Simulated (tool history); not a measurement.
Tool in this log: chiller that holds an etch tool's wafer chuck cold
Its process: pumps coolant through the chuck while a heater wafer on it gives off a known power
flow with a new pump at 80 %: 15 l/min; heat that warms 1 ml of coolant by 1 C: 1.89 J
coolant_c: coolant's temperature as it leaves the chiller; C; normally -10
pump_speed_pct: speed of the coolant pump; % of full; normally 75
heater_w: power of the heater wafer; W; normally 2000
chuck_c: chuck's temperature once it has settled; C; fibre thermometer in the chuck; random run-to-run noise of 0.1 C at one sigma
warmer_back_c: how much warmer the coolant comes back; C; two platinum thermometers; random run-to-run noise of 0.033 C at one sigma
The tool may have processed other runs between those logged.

Run 1, hour 0.0: usual settings. Result: chuck_c 12.6 C, warmer_back_c 4.58 C.
Run 2, hour 25.3: usual settings. Result: chuck_c 12.9 C, warmer_back_c 4.56 C.
Run 3, hour 84.2: usual settings but coolant_c -18 C. Result: chuck_c 4.6 C, warmer_back_c 4.55 C.
Run 4, hour 145.1: usual settings but coolant_c -18 C. Result: chuck_c 4.7 C, warmer_back_c 4.61 C.
Run 5, hour 187.4: usual settings but coolant_c -18 C. Result: chuck_c 4.7 C, warmer_back_c 4.54 C.
Run 6, hour 213.7: usual settings but coolant_c -18 C. Result: chuck_c 4.8 C, warmer_back_c 4.61 C.
Run 7, hour 275.2: usual settings but coolant_c -18 C. Result: chuck_c 4.8 C, warmer_back_c 4.56 C.
Run 8, hour 322.2: usual settings but coolant_c -18 C. Result: chuck_c 4.7 C, warmer_back_c 4.58 C.
Run 9, hour 364.8: usual settings but coolant_c -18 C. Result: chuck_c 4.7 C, warmer_back_c 4.58 C.
Run 10, hour 390.2: usual settings but coolant_c -18 C. Result: chuck_c 4.9 C, warmer_back_c 4.58 C.
Run 11, hour 417.9: usual settings but heater_w 1728 W. Result: chuck_c 9.7 C, warmer_back_c 3.96 C.
Run 12, hour 480.4: usual settings but heater_w 1728 W. Result: chuck_c 9.8 C, warmer_back_c 3.96 C.
Run 13, hour 535.7: usual settings but heater_w 1728 W. Result: chuck_c 9.8 C, warmer_back_c 3.93 C.
Run 14, hour 587.5: usual settings but heater_w 1728 W. Result: chuck_c 10.0 C, warmer_back_c 3.90 C.
Run 15, hour 625.1: usual settings but coolant_c -8 C, heater_w 1728 W. Result: chuck_c 12.0 C, warmer_back_c 3.94 C.
Run 16, hour 680.2: usual settings but coolant_c -8 C, heater_w 1728 W. Result: chuck_c 11.8 C, warmer_back_c 3.98 C.
Run 17, hour 707.8: usual settings but pump_speed_pct 63 % of full, heater_w 1703 W. Result: chuck_c 11.4 C, warmer_back_c 4.63 C.
At hour 716.0: coolant pump overhauled.
Run 18, hour 764.2: usual settings but pump_speed_pct 63 % of full, heater_w 1703 W. Result: chuck_c 11.5 C, warmer_back_c 4.70 C.
Run 19, hour 797.6: usual settings but pump_speed_pct 63 % of full, heater_w 1703 W. Result: chuck_c 11.4 C, warmer_back_c 4.65 C.
Run 20, hour 838.5: usual settings but pump_speed_pct 63 % of full, heater_w 1703 W. Result: chuck_c 11.7 C, warmer_back_c 4.68 C.
At hour 873.0: coolant pump overhauled, once more.
Run 21, hour 901.9: usual settings but pump_speed_pct 96 % of full, heater_w 2774 W. Result: chuck_c 18.6 C, warmer_back_c 4.95 C.
Run 22, hour 957.0: usual settings but pump_speed_pct 96 % of full, heater_w 2774 W. Result: chuck_c 18.7 C, warmer_back_c 4.95 C.
Run 23, hour 991.6: usual settings but heater_w 1975 W. Result: chuck_c 12.9 C, warmer_back_c 4.47 C.
Run 24, hour 1050.9: usual settings but coolant_c -5 C, pump_speed_pct 91 % of full, heater_w 1560 W. Result: chuck_c 11.6 C, warmer_back_c 2.91 C.
Run 25, hour 1093.0: usual settings but coolant_c -15 C, pump_speed_pct 77 % of full, heater_w 1807 W. Result: chuck_c 5.7 C, warmer_back_c 3.98 C.
Run 26, hour 1130.7: usual settings but pump_speed_pct 73 % of full, heater_w 1412 W. Result: chuck_c 6.7 C, warmer_back_c 3.27 C.
Run 27, hour 1188.3: usual settings but coolant_c -3 C, pump_speed_pct 81 % of full, heater_w 1412 W. Result: chuck_c 12.7 C, warmer_back_c 3.03 C.
Run 28, hour 1214.2: usual settings but coolant_c -3 C, pump_speed_pct 71 % of full, heater_w 1412 W. Result: chuck_c 13.9 C, warmer_back_c 3.33 C.
Run 29, hour 1271.5: usual settings but coolant_c -8 C, pump_speed_pct 64 % of full, heater_w 2789 W. Result: chuck_c 27.1 C, warmer_back_c 7.34 C.
Run 30, hour 1329.7: usual settings but coolant_c -8 C, pump_speed_pct 64 % of full, heater_w 2122 W. Result: chuck_c 18.6 C, warmer_back_c 5.56 C.
Run 31, hour 1388.2: usual settings but coolant_c 0 C, pump_speed_pct 99 % of full, heater_w 1581 W. Result: chuck_c 16.1 C, warmer_back_c 2.76 C.

Predict each of these 5 candidate next runs independently; none follows another, all start after run 31:
Run A, hour 1439.7: usual settings but coolant_c -15 C, pump_speed_pct 70 % of full, heater_w 1581 W. Result: chuck_c ?, warmer_back_c ?.
Run B, hour 1439.7: usual settings but pump_speed_pct 73 % of full, heater_w 1771 W. Result: chuck_c ?, warmer_back_c ?.
Run C, hour 1439.7: usual settings but pump_speed_pct 61 % of full. Result: chuck_c ?, warmer_back_c ?.
Run D, hour 1439.7: usual settings but pump_speed_pct 82 % of full, heater_w 1074 W. Result: chuck_c ?, warmer_back_c ?.
Run E, hour 1439.7: usual settings but coolant_c -16 C, pump_speed_pct 63 % of full, heater_w 2187 W. Result: chuck_c ?, warmer_back_c ?.

run  chuck_c  warmer_back_c
  A      4.1           3.86
  B     11.0           4.17
  C     15.7           5.55
  D      1.9           2.23
  E     11.9           5.89
Take away the tool's hidden state, keep each run's random variation, and the runs would have read:
run  chuck_c  warmer_back_c
  A      2.0           3.82
  B      8.7           4.12
  C     12.9           5.49
  D      0.6           2.21
  E      8.8           5.82
